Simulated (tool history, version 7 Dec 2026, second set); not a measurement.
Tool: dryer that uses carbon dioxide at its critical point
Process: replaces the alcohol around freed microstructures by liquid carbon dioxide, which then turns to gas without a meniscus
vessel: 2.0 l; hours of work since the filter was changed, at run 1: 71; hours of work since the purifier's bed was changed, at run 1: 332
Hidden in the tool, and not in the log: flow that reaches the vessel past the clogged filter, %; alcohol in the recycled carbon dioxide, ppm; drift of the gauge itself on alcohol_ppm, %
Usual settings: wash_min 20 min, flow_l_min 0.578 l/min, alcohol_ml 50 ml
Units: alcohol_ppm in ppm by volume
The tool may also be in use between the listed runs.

run,hour,wash_min,flow_l_min,alcohol_ml,hours of work since the filter was changed,hours of work since the purifier's bed was changed,alcohol_ppm
1,0,20,0.578,50,71,332,469
2,34.1,20,0.578,50,93,354,495
3,70.4,20,0.578,22,118,379,269
4,92.9,20,0.578,22,133,394,271
# hour 124.9: inlet filter changed
5,133.5,20,0.578,50,6,420,400
6,156.6,20,0.578,50,21,436,423
7,185,20,0.774,50,40,455,174
8,223.4,14,0.578,50,66,480,1412
9,259.8,20,0.578,50,90,504,512
10,287.4,20,0.578,50,108,523,522
11,312.9,20,0.578,50,125,540,560
12,352.4,20,0.403,50,152,566,1612
# hour 357: inlet filter changed
13,393.2,20,0.887,50,24,593,141
14,411.3,20,0.667,50,36,605,308
15,447.1,20,0.667,50,60,629,318
16,485.2,20,0.667,50,86,654,349
17,510.6,20,0.578,50,103,671,540
18,543.6,20,0.578,58,125,693,658
19,569.7,20,0.464,50,142,711,1179
# hour 585.7: inlet filter changed
20,589.3,20,0.578,50,2,723,471
21,609.7,20,0.578,50,16,737,472
22,632.4,20,0.578,50,31,752,496
23,660.3,20,0.578,50,50,770,509
24,685.3,29,0.578,24,66,787,168
25,725.4,15,0.498,35,93,814,1383
26,746.8,31,0.853,22,108,828,136
27,763.5,31,0.866,22,119,839,147
28,794.6,14,0.578,45,139,860,1551
# hour 815.6: inlet filter changed
29,835.2,14,0.578,77,13,887,2093
30,863.6,14,0.578,77,32,905,2158
31,889.9,17,0.578,76,50,923,1210
32,926.2,13,0.43,76,74,947,5300
33,955.9,13,0.374,76,94,967,6841
34,982.7,32,0.384,98,112,985,826
35,1012.7,21,0.578,50,132,1005,563
36,1031.5,21,0.578,50,144,1018,576
# hour 1045.6: inlet filter changed
37,1055.8,21,0.578,50,7,1033,443
38,1087.4,21,0.496,113,28,1054,1435
39,1128,21,0.954,89,55,1081,222
40,1167.2,21,0.617,89,81,1107,636
41,1206.9,21,0.617,89,108,1134,671
42,1243.8,12,0.353,91,132,1159,10425
43,1262,13,0.408,50,144,1171,4334
# hour 1276.7: inlet filter changed
44,1286.3,22,0.411,45,6,1186,974
45,1311.6,27,0.841,22,23,1203,217
46,1345.9,25,0.718,21,46,1226,215

3 ways to go on from here, each from the tool as it stands after run 46. What would each give?
A,1372.5,30,0.828,21,64,1244,?
B,1372.5,23,0.578,50,64,1244,?
C,1372.5,30,0.459,21,64,1244,?

run,alcohol_ppm
A,223
B,433
C,279
Without the tool's hidden state the same runs would have given:
run,alcohol_ppm
A,9
B,179
C,57
